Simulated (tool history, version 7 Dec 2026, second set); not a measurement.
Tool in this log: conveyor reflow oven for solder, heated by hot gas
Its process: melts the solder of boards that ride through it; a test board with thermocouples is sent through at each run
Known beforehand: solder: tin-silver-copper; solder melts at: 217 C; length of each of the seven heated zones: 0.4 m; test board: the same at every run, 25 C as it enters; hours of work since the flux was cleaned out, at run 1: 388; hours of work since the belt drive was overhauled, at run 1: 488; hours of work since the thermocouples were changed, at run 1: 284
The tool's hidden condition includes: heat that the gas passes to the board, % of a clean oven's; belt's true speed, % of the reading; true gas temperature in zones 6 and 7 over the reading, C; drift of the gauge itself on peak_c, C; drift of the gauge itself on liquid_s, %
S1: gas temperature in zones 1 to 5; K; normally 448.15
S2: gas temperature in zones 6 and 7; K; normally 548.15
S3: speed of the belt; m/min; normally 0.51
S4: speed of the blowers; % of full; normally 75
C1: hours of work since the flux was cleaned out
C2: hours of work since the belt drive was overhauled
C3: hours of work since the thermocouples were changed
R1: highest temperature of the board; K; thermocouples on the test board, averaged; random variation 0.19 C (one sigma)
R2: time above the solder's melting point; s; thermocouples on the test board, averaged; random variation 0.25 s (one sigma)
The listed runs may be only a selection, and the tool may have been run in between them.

run,hour,S1,S2,S3,S4,C1,C2,C3,R1,R2
1,0,448.15,548.15,0.51,75,388,488,284,523.45,67
2,16.5,448.15,541.15,0.51,75,396,497,292,518.25,61.2
3,28.9,448.15,541.15,0.51,75,403,503,299,517.85,61.1
4,48.2,448.15,541.15,0.51,75,413,513,309,517.85,61.1
5,63.5,448.15,548.15,0.51,75,420,521,317,523.45,67.6
6,83.9,448.15,548.15,0.507,75,431,532,327,523.85,67.3
# hour 94: flux residue cleaned out of gas plates and filters
7,107.5,433.15,548.15,0.507,75,7,541,337,524.55,64.1
8,118.6,433.15,561.15,0.507,75,13,547,342,535.55,73.1
9,141.7,448.15,548.15,0.51,75,25,559,354,527.55,71.6
10,161,449.15,548.15,0.51,75,34,569,364,527.85,72.8
11,185.7,448.15,548.15,0.497,75,47,581,377,528.45,75
12,207.9,448.15,548.15,0.51,75,59,593,388,527.45,71.6
13,233.7,448.15,548.15,0.51,75,72,606,401,527.05,72
14,250.7,448.15,548.15,0.51,75,81,615,410,527.45,71.9
15,271.7,448.15,548.15,0.422,75,91,626,421,533.65,95
16,284,448.15,548.15,0.422,75,98,632,427,533.55,94.5
17,296.4,448.15,548.15,0.422,75,104,638,434,533.95,94.9
18,311.6,441.15,548.15,0.51,54,112,646,442,519.85,59.8
19,329.4,460.15,546.15,0.469,89,121,655,451,532.15,90.5
20,341.4,453.15,546.15,0.469,89,127,661,457,531.05,86.2
21,365.3,453.15,546.15,0.469,89,140,674,469,531.45,85.8
22,387.1,458.15,562.15,0.497,66,151,685,480,539.45,88.4
23,408.7,445.15,548.15,0.47,61,162,696,491,525.85,75.4
24,422.7,445.15,548.15,0.47,61,169,703,499,525.85,75.4
25,447.7,445.15,548.15,0.47,61,182,716,512,525.85,75.5
26,461.6,445.15,548.15,0.47,61,189,723,519,525.95,75.1
27,480,445.15,548.15,0.592,61,198,733,528,515.45,46.7
28,490.3,445.15,548.15,0.592,61,204,738,533,515.35,46.6
29,513.1,445.15,557.15,0.56,80,215,750,545,529.75,65.4
30,528.2,445.15,557.15,0.56,80,223,757,553,529.85,65.4
31,545.5,445.15,557.15,0.446,80,232,766,562,538.85,92.6

Below are 3 alternative next runs, each starting from the tool's condition after run 31. Predict each:
A,559.7,434.15,548.15,0.51,75,239,774,569,?,?
B,559.7,448.15,539.15,0.51,75,239,774,569,?,?
C,559.7,441.15,548.15,0.51,74,239,774,569,?,?

run,R1,R2
A,522.75,61.9
B,518.45,63
C,524.45,66.1
Take away the tool's hidden state, keep each run's random variation, and the runs would have read:
run,R1,R2
A,523.55,61.9
B,518.95,62.9
C,525.25,65.9
